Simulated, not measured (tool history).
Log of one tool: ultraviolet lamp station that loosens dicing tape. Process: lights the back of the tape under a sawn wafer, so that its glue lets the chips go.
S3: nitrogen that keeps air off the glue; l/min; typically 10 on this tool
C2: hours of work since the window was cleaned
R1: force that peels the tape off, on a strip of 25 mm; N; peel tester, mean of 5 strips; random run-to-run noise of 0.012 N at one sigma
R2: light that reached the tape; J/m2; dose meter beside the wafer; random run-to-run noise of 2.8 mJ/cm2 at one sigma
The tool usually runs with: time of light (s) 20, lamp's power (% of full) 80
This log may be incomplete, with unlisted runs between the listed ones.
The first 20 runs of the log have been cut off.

{"run": 21, "hour": 172.0, "time of light (s)": 20, "lamp's power (% of full)": 74, "S3": 10, "hours of work of the lamp": 165, "C2": 78, "R1": 0.653, "R2": 3570}
{"run": 22, "hour": 176.7, "time of light (s)": 20, "lamp's power (% of full)": 80, "S3": 8, "hours of work of the lamp": 169, "C2": 81, "R1": 0.654, "R2": 3840}
{"run": 23, "hour": 181.6, "time of light (s)": 20, "lamp's power (% of full)": 80, "S3": 8, "hours of work of the lamp": 172, "C2": 84, "R1": 0.68, "R2": 3780}
{"run": 24, "hour": 191.9, "time of light (s)": 20, "lamp's power (% of full)": 80, "S3": 5, "hours of work of the lamp": 179, "C2": 91, "R1": 0.856, "R2": 3850}
{"run": 25, "hour": 200.5, "time of light (s)": 20, "lamp's power (% of full)": 80, "S3": 5, "hours of work of the lamp": 185, "C2": 97, "R1": 0.859, "R2": 3870}
{"run": 26, "hour": 208.3, "time of light (s)": 11, "lamp's power (% of full)": 74, "S3": 4, "hours of work of the lamp": 190, "C2": 102, "R1": 2.012, "R2": 1960}
{"run": 27, "hour": 214.3, "time of light (s)": 11, "lamp's power (% of full)": 74, "S3": 18, "hours of work of the lamp": 194, "C2": 106, "R1": 1.122, "R2": 1910}
{"run": 28, "hour": 221.6, "time of light (s)": 25, "lamp's power (% of full)": 67, "S3": 10, "hours of work of the lamp": 199, "C2": 111, "R1": 0.509, "R2": 4020}
{"run": 29, "hour": 230.2, "time of light (s)": 25, "lamp's power (% of full)": 67, "S3": 10, "hours of work of the lamp": 205, "C2": 117, "R1": 0.532, "R2": 4020}
{"run": 30, "hour": 239.2, "time of light (s)": 25, "lamp's power (% of full)": 67, "S3": 10, "hours of work of the lamp": 211, "C2": 123, "R1": 0.528, "R2": 3990}
{"run": 31, "hour": 243.8, "time of light (s)": 25, "lamp's power (% of full)": 67, "S3": 3, "hours of work of the lamp": 214, "C2": 126, "R1": 1.148, "R2": 4050}
{"run": 32, "hour": 248.8, "time of light (s)": 25, "lamp's power (% of full)": 67, "S3": 3, "hours of work of the lamp": 217, "C2": 130, "R1": 1.136, "R2": 4020}
{"run": 33, "hour": 257.0, "time of light (s)": 25, "lamp's power (% of full)": 67, "S3": 3, "hours of work of the lamp": 223, "C2": 135, "R1": 1.09, "R2": 3990}
{"run": 34, "hour": 263.2, "time of light (s)": 25, "lamp's power (% of full)": 67, "S3": 3, "hours of work of the lamp": 227, "C2": 139, "R1": 1.122, "R2": 4030}
{"run": 35, "hour": 269.6, "time of light (s)": 11, "lamp's power (% of full)": 68, "S3": 3, "hours of work of the lamp": 231, "C2": 144, "R1": 2.336, "R2": 1830}
{"run": 36, "hour": 276.2, "time of light (s)": 11, "lamp's power (% of full)": 68, "S3": 3, "hours of work of the lamp": 236, "C2": 148, "R1": 2.337, "R2": 1770}
{"run": 37, "hour": 283.2, "time of light (s)": 18, "lamp's power (% of full)": 97, "S3": 11, "hours of work of the lamp": 240, "C2": 153, "R1": 0.446, "R2": 4210}
{"run": 38, "hour": 292.5, "time of light (s)": 18, "lamp's power (% of full)": 97, "S3": 11, "hours of work of the lamp": 246, "C2": 159, "R1": 0.454, "R2": 4180}
{"run": 39, "hour": 300.8, "time of light (s)": 18, "lamp's power (% of full)": 97, "S3": 11, "hours of work of the lamp": 252, "C2": 165, "R1": 0.493, "R2": 4220}
{"run": 40, "hour": 307.9, "time of light (s)": 14, "lamp's power (% of full)": 80, "S3": 7, "hours of work of the lamp": 257, "C2": 169, "R1": 1.196, "R2": 2680}
{"run": 41, "hour": 319.3, "time of light (s)": 20, "lamp's power (% of full)": 65, "S3": 10, "hours of work of the lamp": 264, "C2": 177, "R1": 0.795, "R2": 3150}
{"run": 42, "hour": 330.7, "time of light (s)": 19, "lamp's power (% of full)": 100, "S3": 4, "hours of work of the lamp": 272, "C2": 185, "R1": 0.808, "R2": 4520}
{"run": 43, "hour": 340.9, "time of light (s)": 19, "lamp's power (% of full)": 100, "S3": 4, "hours of work of the lamp": 279, "C2": 192, "R1": 0.821, "R2": 4530}
{"run": 44, "hour": 350.5, "time of light (s)": 11, "lamp's power (% of full)": 80, "S3": 13, "hours of work of the lamp": 285, "C2": 198, "R1": 1.161, "R2": 2120}

Forecast each of these 3 alternatives for the next run:
{"run": "A", "hour": 355.9, "time of light (s)": 11, "lamp's power (% of full)": 80, "S3": 6, "hours of work of the lamp": 289, "C2": 202, "R1": "?", "R2": "?"}
{"run": "B", "hour": 355.9, "time of light (s)": 21, "lamp's power (% of full)": 80, "S3": 10, "hours of work of the lamp": 289, "C2": 202, "R1": "?", "R2": "?"}
{"run": "C", "hour": 355.9, "time of light (s)": 16, "lamp's power (% of full)": 94, "S3": 17, "hours of work of the lamp": 289, "C2": 202, "R1": "?", "R2": "?"}

run=A R1=1.605 R2=2080
run=B R1=0.534 R2=3990
run=C R1=0.479 R2=3610
Take away the tool's hidden state, keep each run's random variation, and the runs would have read:
run=A R1=1.604 R2=2080
run=B R1=0.533 R2=3990
run=C R1=0.478 R2=3610
